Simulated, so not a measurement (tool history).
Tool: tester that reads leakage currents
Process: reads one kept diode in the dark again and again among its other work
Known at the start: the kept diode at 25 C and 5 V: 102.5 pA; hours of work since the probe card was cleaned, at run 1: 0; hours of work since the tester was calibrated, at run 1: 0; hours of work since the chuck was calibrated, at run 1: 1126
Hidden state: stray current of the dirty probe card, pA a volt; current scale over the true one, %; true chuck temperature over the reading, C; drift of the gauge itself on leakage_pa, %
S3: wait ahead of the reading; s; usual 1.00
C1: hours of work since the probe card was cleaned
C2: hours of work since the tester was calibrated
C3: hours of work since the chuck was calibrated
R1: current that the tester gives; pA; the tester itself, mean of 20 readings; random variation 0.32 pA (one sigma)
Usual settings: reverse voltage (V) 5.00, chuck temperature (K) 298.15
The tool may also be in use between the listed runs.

Run 1, day 0.000: usual settings; C1 0; C2 0; C3 1126. Result: R1 99.44 pA.
Run 2, day 5.050: usual settings; C1 93; C2 93; C3 1218. Result: R1 99.19 pA.
Run 3, day 11.967: usual settings; C1 220; C2 220; C3 1345. Result: R1 100.00 pA.
Run 4, day 21.900: usual settings but chuck temperature (K) 296.15; C1 403; C2 403; C3 1528. Result: R1 84.12 pA.
At day 32.754: chuck's temperature calibrated.
Run 5, day 33.792: usual settings; C1 620; C2 620; C3 19. Result: R1 95.97 pA.
Run 6, day 41.150: usual settings but chuck temperature (K) 312.15; C1 755; C2 755; C3 154. Result: R1 305.42 pA.
Run 7, day 46.912: usual settings but chuck temperature (K) 304.15; C1 861; C2 861; C3 260. Result: R1 159.94 pA.
At day 49.950: chuck's temperature calibrated, once more.
Run 8, day 52.333: usual settings but S3 0.68 s; C1 959; C2 959; C3 44. Result: R1 109.01 pA.
Run 9, day 59.008: usual settings but S3 0.68 s; C1 1082; C2 1082; C3 167. Result: R1 109.36 pA.
At day 60.171: probe card cleaned and baked.
Run 10, day 63.912: usual settings but S3 0.68 s; C1 69; C2 1169; C3 254. Result: R1 104.29 pA.
Run 11, day 70.804: usual settings but S3 0.68 s; C1 195; C2 1296; C3 381. Result: R1 104.49 pA.
Run 12, day 79.375: usual settings but S3 0.68 s; C1 353; C2 1454; C3 539. Result: R1 104.97 pA.
Run 13, day 86.021: usual settings but reverse voltage (V) 15.65, S3 4.50 s; C1 475; C2 1576; C3 661. Result: R1 192.59 pA.
Run 14, day 96.071: usual settings but reverse voltage (V) 15.00, chuck temperature (K) 329.15; C1 660; C2 1761; C3 845. Result: R1 2163.30 pA.

Forecast run 15:
Run 15, day 106.300: usual settings but chuck temperature (K) 303.15, S3 6.94 s; C1 848; C2 1949; C3 1033. Result: R1 ?.

Run 15 gave R1 156.25 pA.
Without the tool's hidden state the same run would have given R1 158.70 pA.

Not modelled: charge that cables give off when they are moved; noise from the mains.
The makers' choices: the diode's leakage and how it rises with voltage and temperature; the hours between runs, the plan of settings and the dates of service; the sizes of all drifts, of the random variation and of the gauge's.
